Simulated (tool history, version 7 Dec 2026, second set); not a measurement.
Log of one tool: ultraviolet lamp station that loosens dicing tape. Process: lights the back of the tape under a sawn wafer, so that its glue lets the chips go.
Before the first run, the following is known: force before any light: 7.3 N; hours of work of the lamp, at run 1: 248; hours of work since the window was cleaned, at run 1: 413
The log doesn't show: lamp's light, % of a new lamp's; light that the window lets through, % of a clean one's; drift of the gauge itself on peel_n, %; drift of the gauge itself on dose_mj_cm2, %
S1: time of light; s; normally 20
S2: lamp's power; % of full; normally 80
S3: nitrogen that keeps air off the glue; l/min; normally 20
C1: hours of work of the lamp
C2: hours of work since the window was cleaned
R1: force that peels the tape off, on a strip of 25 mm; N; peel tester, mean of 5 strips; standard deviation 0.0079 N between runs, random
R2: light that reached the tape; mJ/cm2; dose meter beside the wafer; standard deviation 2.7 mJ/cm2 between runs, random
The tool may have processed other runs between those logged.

{"run": 1, "hour": 0.0, "S1": 20, "S2": 80, "S3": 20, "C1": 248, "C2": 413, "R1": 0.442, "R2": 316}
{"run": 2, "hour": 9.1, "S1": 20, "S2": 80, "S3": 20, "C1": 255, "C2": 419, "R1": 0.478, "R2": 315}
{"run": 3, "hour": 17.4, "S1": 20, "S2": 80, "S3": 20, "C1": 260, "C2": 425, "R1": 0.453, "R2": 311}
{"run": 4, "hour": 27.0, "S1": 20, "S2": 80, "S3": 13, "C1": 267, "C2": 432, "R1": 0.571, "R2": 312}
{"run": 5, "hour": 36.2, "S1": 20, "S2": 80, "S3": 13, "C1": 273, "C2": 438, "R1": 0.563, "R2": 309}
{"run": 6, "hour": 40.9, "S1": 20, "S2": 80, "S3": 13, "C1": 276, "C2": 441, "R1": 0.589, "R2": 307}
{"run": 7, "hour": 50.5, "S1": 20, "S2": 80, "S3": 7, "C1": 283, "C2": 448, "R1": 0.781, "R2": 309}
{"run": 8, "hour": 59.5, "S1": 20, "S2": 80, "S3": 7, "C1": 289, "C2": 454, "R1": 0.768, "R2": 310}
{"run": 9, "hour": 65.4, "S1": 20, "S2": 80, "S3": 7, "C1": 293, "C2": 458, "R1": 0.793, "R2": 307}
{"run": 10, "hour": 69.9, "S1": 20, "S2": 93, "S3": 20, "C1": 296, "C2": 461, "R1": 0.327, "R2": 356}
{"run": 11, "hour": 76.8, "S1": 20, "S2": 69, "S3": 20, "C1": 301, "C2": 466, "R1": 0.661, "R2": 264}
{"run": 12, "hour": 85.4, "S1": 20, "S2": 80, "S3": 35, "C1": 307, "C2": 472, "R1": 0.391, "R2": 304}
{"run": 13, "hour": 91.1, "S1": 20, "S2": 80, "S3": 35, "C1": 311, "C2": 475, "R1": 0.379, "R2": 309}
{"run": 14, "hour": 95.3, "S1": 20, "S2": 80, "S3": 14, "C1": 314, "C2": 478, "R1": 0.559, "R2": 305}
{"hour": 96.2, "done": "window cleaned of glue's vapour"}
{"run": 15, "hour": 103.7, "S1": 20, "S2": 80, "S3": 14, "C1": 319, "C2": 5, "R1": 0.592, "R2": 299}
{"run": 16, "hour": 109.2, "S1": 20, "S2": 80, "S3": 8, "C1": 323, "C2": 9, "R1": 0.825, "R2": 299}
{"run": 17, "hour": 116.9, "S1": 20, "S2": 80, "S3": 8, "C1": 328, "C2": 14, "R1": 0.826, "R2": 299}
{"run": 18, "hour": 121.5, "S1": 20, "S2": 80, "S3": 8, "C1": 331, "C2": 17, "R1": 0.822, "R2": 289}
{"run": 19, "hour": 126.8, "S1": 20, "S2": 80, "S3": 15, "C1": 335, "C2": 21, "R1": 0.573, "R2": 294}
{"run": 20, "hour": 132.6, "S1": 20, "S2": 80, "S3": 15, "C1": 339, "C2": 25, "R1": 0.59, "R2": 288}
{"run": 21, "hour": 138.2, "S1": 20, "S2": 80, "S3": 20, "C1": 343, "C2": 29, "R1": 0.516, "R2": 296}
{"run": 22, "hour": 142.2, "S1": 20, "S2": 73, "S3": 8, "C1": 345, "C2": 31, "R1": 1.007, "R2": 272}
{"hour": 151.8, "done": "window cleaned of glue's vapour, once more"}
{"run": 23, "hour": 152.3, "S1": 20, "S2": 73, "S3": 8, "C1": 352, "C2": 0, "R1": 0.737, "R2": 306}
{"run": 24, "hour": 157.9, "S1": 20, "S2": 73, "S3": 8, "C1": 356, "C2": 4, "R1": 0.723, "R2": 306}
{"run": 25, "hour": 165.9, "S1": 20, "S2": 84, "S3": 14, "C1": 361, "C2": 10, "R1": 0.401, "R2": 356}
{"run": 26, "hour": 175.1, "S1": 18, "S2": 97, "S3": 20, "C1": 368, "C2": 16, "R1": 0.299, "R2": 362}
{"run": 27, "hour": 181.7, "S1": 19, "S2": 60, "S3": 36, "C1": 372, "C2": 20, "R1": 0.698, "R2": 238}
{"run": 28, "hour": 187.0, "S1": 18, "S2": 75, "S3": 36, "C1": 376, "C2": 24, "R1": 0.464, "R2": 280}
{"run": 29, "hour": 191.2, "S1": 20, "S2": 79, "S3": 11, "C1": 379, "C2": 27, "R1": 0.53, "R2": 328}
{"run": 30, "hour": 195.8, "S1": 20, "S2": 79, "S3": 11, "C1": 382, "C2": 30, "R1": 0.551, "R2": 330}
{"run": 31, "hour": 204.4, "S1": 34, "S2": 93, "S3": 17, "C1": 388, "C2": 36, "R1": 0.106, "R2": 653}
{"run": 32, "hour": 211.5, "S1": 34, "S2": 73, "S3": 17, "C1": 393, "C2": 41, "R1": 0.138, "R2": 514}
{"run": 33, "hour": 215.7, "S1": 38, "S2": 73, "S3": 23, "C1": 395, "C2": 44, "R1": 0.111, "R2": 570}
{"run": 34, "hour": 220.8, "S1": 38, "S2": 73, "S3": 23, "C1": 399, "C2": 47, "R1": 0.106, "R2": 571}
{"run": 35, "hour": 224.7, "S1": 20, "S2": 80, "S3": 22, "C1": 402, "C2": 50, "R1": 0.383, "R2": 331}
{"run": 36, "hour": 228.8, "S1": 35, "S2": 80, "S3": 15, "C1": 404, "C2": 53, "R1": 0.125, "R2": 569}
{"run": 37, "hour": 235.5, "S1": 20, "S2": 80, "S3": 8, "C1": 409, "C2": 57, "R1": 0.617, "R2": 329}
{"run": 38, "hour": 241.2, "S1": 31, "S2": 77, "S3": 8, "C1": 413, "C2": 61, "R1": 0.239, "R2": 490}
{"run": 39, "hour": 245.1, "S1": 15, "S2": 77, "S3": 7, "C1": 416, "C2": 64, "R1": 1.318, "R2": 234}
{"run": 40, "hour": 253.1, "S1": 15, "S2": 77, "S3": 7, "C1": 421, "C2": 69, "R1": 1.274, "R2": 240}
{"run": 41, "hour": 261.3, "S1": 15, "S2": 98, "S3": 18, "C1": 427, "C2": 75, "R1": 0.524, "R2": 303}
{"run": 42, "hour": 265.8, "S1": 12, "S2": 67, "S3": 18, "C1": 430, "C2": 78, "R1": 1.697, "R2": 161}

5 options for the next run, each taken on its own from the tool as it stands now. Forecast them:
{"run": "A", "hour": 275.1, "S1": 34, "S2": 80, "S3": 13, "C1": 436, "C2": 84, "R1": "?", "R2": "?"}
{"run": "B", "hour": 275.1, "S1": 33, "S2": 78, "S3": 18, "C1": 436, "C2": 84, "R1": "?", "R2": "?"}
{"run": "C", "hour": 275.1, "S1": 15, "S2": 80, "S3": 7, "C1": 436, "C2": 84, "R1": "?", "R2": "?"}
{"run": "D", "hour": 275.1, "S1": 16, "S2": 67, "S3": 7, "C1": 436, "C2": 84, "R1": "?", "R2": "?"}
{"run": "E", "hour": 275.1, "S1": 12, "S2": 62, "S3": 7, "C1": 436, "C2": 84, "R1": "?", "R2": "?"}

run=A R1=0.147 R2=549
run=B R1=0.143 R2=513
run=C R1=1.188 R2=248
run=D R1=1.435 R2=218
run=E R1=2.405 R2=149
With no hidden state in the tool, these same runs would have given:
run=A R1=0.121 R2=618
run=B R1=0.119 R2=579
run=C R1=0.96 R2=279
run=D R1=1.181 R2=245
run=E R1=2.097 R2=167
